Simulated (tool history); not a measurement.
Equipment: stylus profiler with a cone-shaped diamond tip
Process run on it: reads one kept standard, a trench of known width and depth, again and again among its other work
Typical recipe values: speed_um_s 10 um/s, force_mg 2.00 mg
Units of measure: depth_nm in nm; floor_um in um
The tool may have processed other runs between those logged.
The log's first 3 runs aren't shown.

| run | day | speed_um_s | force_mg | scans with this tip | hours of work since the height scale was calibrated | depth_nm | floor_um |
|---|---|---|---|---|---|---|---|
| 4 | 1.912 | 10 | 2.00 | 2503 | 235 | 202.49 | 17.98 |
| 5 | 2.829 | 10 | 2.00 | 2641 | 248 | 202.30 | 17.94 |
| 6 | 3.629 | 10 | 2.00 | 2762 | 259 | 202.44 | 17.96 |
| 7 | 4.367 | 10 | 1.84 | 2873 | 270 | 202.32 | 17.88 |
| 8 | 4.962 | 10 | 1.84 | 2963 | 278 | 202.29 | 17.90 |
| 9 | 5.646 | 10 | 1.35 | 3065 | 288 | 201.93 | 17.90 |
| 10 | 6.292 | 10 | 1.35 | 3162 | 297 | 201.97 | 17.91 |
| 11 | 6.946 | 10 | 4.95 | 3261 | 306 | 204.57 | 17.95 |
| 12 | 7.658 | 10 | 4.95 | 3368 | 316 | 204.46 | 17.90 |
| 13 | 8.788 | 10 | 4.95 | 3539 | 332 | 204.47 | 17.91 |
| 14 | 9.296 | 10 | 4.95 | 3615 | 339 | 204.49 | 17.91 |
| 15 | 10.383 | 10 | 4.95 | 3779 | 355 | 204.43 | 17.92 |
| 16 | 11.279 | 10 | 4.95 | 3913 | 367 | 204.42 | 17.87 |
| 17 | 11.912 | 10 | 4.95 | 4009 | 376 | 204.61 | 17.88 |
| 18 | 12.642 | 10 | 4.95 | 4118 | 387 | 204.58 | 17.90 |
| 19 | 13.300 | 10 | 4.95 | 4218 | 396 | 204.52 | 18.00 |
| 20 | 13.858 | 17 | 2.00 | 4302 | 404 | 202.44 | 17.87 |

Run 21, settings as shown, results not yet in. Your forecast:
| 21 | 14.646 | 17 | 2.00 | 4420 | 415 | ? | ? |

depth_nm: 202.70 nm
floor_um: 17.87 um
If the tool had no hidden condition, the same run with the same run-to-run variation would have returned depth_nm 202.32 nm, floor_um 17.99 um.

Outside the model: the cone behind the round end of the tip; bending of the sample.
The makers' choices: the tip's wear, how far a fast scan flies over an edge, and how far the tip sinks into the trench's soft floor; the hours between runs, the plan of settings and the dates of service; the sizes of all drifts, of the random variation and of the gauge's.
